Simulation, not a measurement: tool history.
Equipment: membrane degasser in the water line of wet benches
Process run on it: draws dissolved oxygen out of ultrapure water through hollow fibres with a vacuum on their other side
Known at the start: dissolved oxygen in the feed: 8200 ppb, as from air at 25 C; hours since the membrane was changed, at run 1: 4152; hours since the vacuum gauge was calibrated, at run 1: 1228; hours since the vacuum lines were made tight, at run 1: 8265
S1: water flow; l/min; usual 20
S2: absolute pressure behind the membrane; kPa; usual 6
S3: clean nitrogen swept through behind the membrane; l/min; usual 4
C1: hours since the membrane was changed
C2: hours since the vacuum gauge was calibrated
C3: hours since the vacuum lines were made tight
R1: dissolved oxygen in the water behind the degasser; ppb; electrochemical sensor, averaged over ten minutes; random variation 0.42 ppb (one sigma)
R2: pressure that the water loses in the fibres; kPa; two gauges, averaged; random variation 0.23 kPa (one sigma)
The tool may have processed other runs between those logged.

run,day,S1,S2,S3,C1,C2,C3,R1,R2
1,0,20,6,4,4152,1228,8265,38.7,58.16
2,10.971,20,6,4,4415,1492,8528,38.6,58.46
3,18.196,20,6,4,4588,1665,8701,38.9,58.47
4,25.533,20,6,4.7,4765,1841,8877,33.5,58.21
5,32.667,20,6,4.7,4936,2012,9049,34.1,58.8
6,39.708,22,6.9,1.7,5105,2181,9218,121.9,64.67

Predict the results of run 7:
# day 43.308: seals of the vacuum lines changed
7,45.742,22,6.9,1.7,5248,2324,58,?,?

R1: 118 ppb
R2: 64.98 kPa
Were there no unlogged condition in the tool, this run, its random variation unchanged, would have produced R1 113.2 ppb, R2 62.88 kPa.
